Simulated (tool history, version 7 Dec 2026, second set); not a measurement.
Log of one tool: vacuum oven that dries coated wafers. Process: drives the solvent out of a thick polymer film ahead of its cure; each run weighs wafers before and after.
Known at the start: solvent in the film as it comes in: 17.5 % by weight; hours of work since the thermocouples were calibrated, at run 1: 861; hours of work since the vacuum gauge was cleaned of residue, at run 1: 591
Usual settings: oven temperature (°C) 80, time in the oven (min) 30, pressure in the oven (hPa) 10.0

run    hour  oven temperature (°C)  time in the oven (min)  pressure in the oven (hPa)  hours of work since the thermocouples were calibrated  hours of work since the vacuum gauge was cleaned of residue  solvent left in the film (%)
  1     0.0                     80                      30                        10.0                                                    861                                                          591                          2.65
  2   117.3                     80                      30                        10.0                                                    951                                                          680                          2.65
  3   240.2                     80                      51                        10.0                                                   1044                                                          774                          1.00
  4   333.2                     80                      51                        10.0                                                   1115                                                          844                          0.99
  5   435.0                     80                      30                        10.0                                                   1192                                                          922                          2.63
  6   560.1                     80                      30                        39.9                                                   1287                                                         1017                          3.32
  7   671.6                     80                      30                        39.9                                                   1372                                                         1101                          3.30
  8   733.1                     84                      30                        10.0                                                   1418                                                         1148                          1.95
      781.2  -- oven's thermocouples calibrated
  9   831.2                     84                      30                        10.0                                                     38                                                         1221                          1.93
 10   957.7                     71                      30                        10.0                                                    134                                                         1317                          4.59
 11  1081.5                     70                      30                        10.0                                                    228                                                         1411                          4.91
 12  1174.8                     80                      30                        10.0                                                    299                                                         1482                          2.62
 13  1299.9                     80                      30                        10.0                                                    394                                                         1577                          2.60
 14  1359.5                     80                      30                        10.0                                                    439                                                         1623                          2.62
     1431.0  -- vacuum gauge cleaned of residue and calibrated
 15  1467.2                     80                      30                        10.0                                                    520                                                           28                          2.62
 16  1528.2                     80                      30                        10.0                                                    566                                                           74                          2.64
 17  1626.9                     80                      30                        10.0                                                    641                                                          149                          2.64
 18  1708.9                     80                      30                        10.0                                                    704                                                          211                          2.65
 19  1812.2                     80                      30                        10.0                                                    782                                                          290                          2.64
 20  1888.5                     65                      30                        10.0                                                    840                                                          348                          6.10
 21  2012.4                     80                      17                        10.0                                                    934                                                          442                          5.32
 22  2136.3                     80                      17                        10.0                                                   1028                                                          536                          5.36
 23  2237.0                     92                      17                        10.0                                                   1105                                                          612                          2.81
 24  2362.5                     80                      30                        20.3                                                   1200                                                          708                          2.86
 25  2418.3                     80                      30                        20.3                                                   1243                                                          750                          2.91
 26  2523.0                     87                      40                         5.1                                                   1322                                                          830                          0.69
 27  2609.1                     79                      30                        10.0                                                   1388                                                          895                          2.83
     2700.8  -- oven's thermocouples calibrated
 28  2729.6                     80                      39                        37.3                                                     22                                                          985                          2.29
 29  2790.9                     80                      29                        35.2                                                     68                                                         1032                          3.38
 30  2907.9                     71                      53                        10.0                                                    157                                                         1121                          2.06
 31  2972.9                     71                      53                        10.0                                                    207                                                         1170                          2.10
 32  3085.0                     80                      24                        10.0                                                    292                                                         1255                          3.69
 33  3174.2                     75                      26                         6.5                                                    360                                                         1323                          4.30
 34  3293.5                     75                      26                         6.5                                                    450                                                         1414                          4.30
 35  3350.4                     78                      34                        10.0                                                    494                                                         1457                          2.48
 36  3433.7                     78                      34                        10.0                                                    557                                                         1520                          2.47
 37  3519.0                     78                      34                        10.0                                                    622                                                         1585                          2.55
 38  3608.0                     72                      34                        24.1                                                    689                                                         1653                          4.22
     3639.6  -- vacuum gauge cleaned of residue and calibrated
 39  3717.3                     92                      18                        20.1                                                    771                                                           59                          2.73
 40  3776.8                     92                      41                        23.8                                                    816                                                          104                          0.65
 41  3881.6                     92                      41                        23.8                                                    896                                                          184                          0.63
 42  3982.8                     92                      41                        23.8                                                    973                                                          261                          0.62
 43  4048.3                     92                      41                        23.8                                                   1023                                                          310                          0.62
 44  4131.4                     92                      41                        23.8                                                   1086                                                          374                          0.65
 45  4214.9                     92                      41                        23.8                                                   1149                                                          437                          0.64

Hidden state at the last listed run before each entry between runs and at the first one after, where it differs:
Between runs 8 and 9: oven's thermocouples calibrated (hour 781.2)
  true wafer temperature over the reading, C: -0.02 -> -0.01
Between runs 14 and 15: vacuum gauge cleaned of residue and calibrated (hour 1431.0)
  true pressure over the reading, kPa: 0.008 -> 0
Between runs 27 and 28: oven's thermocouples calibrated (hour 2700.8)
  true wafer temperature over the reading, C: -0.03 -> -0.01; true pressure over the reading, kPa: 0.004 -> 0.005
Between runs 38 and 39: vacuum gauge cleaned of residue and calibrated (hour 3639.6)
  true pressure over the reading, kPa: 0.008 -> 0
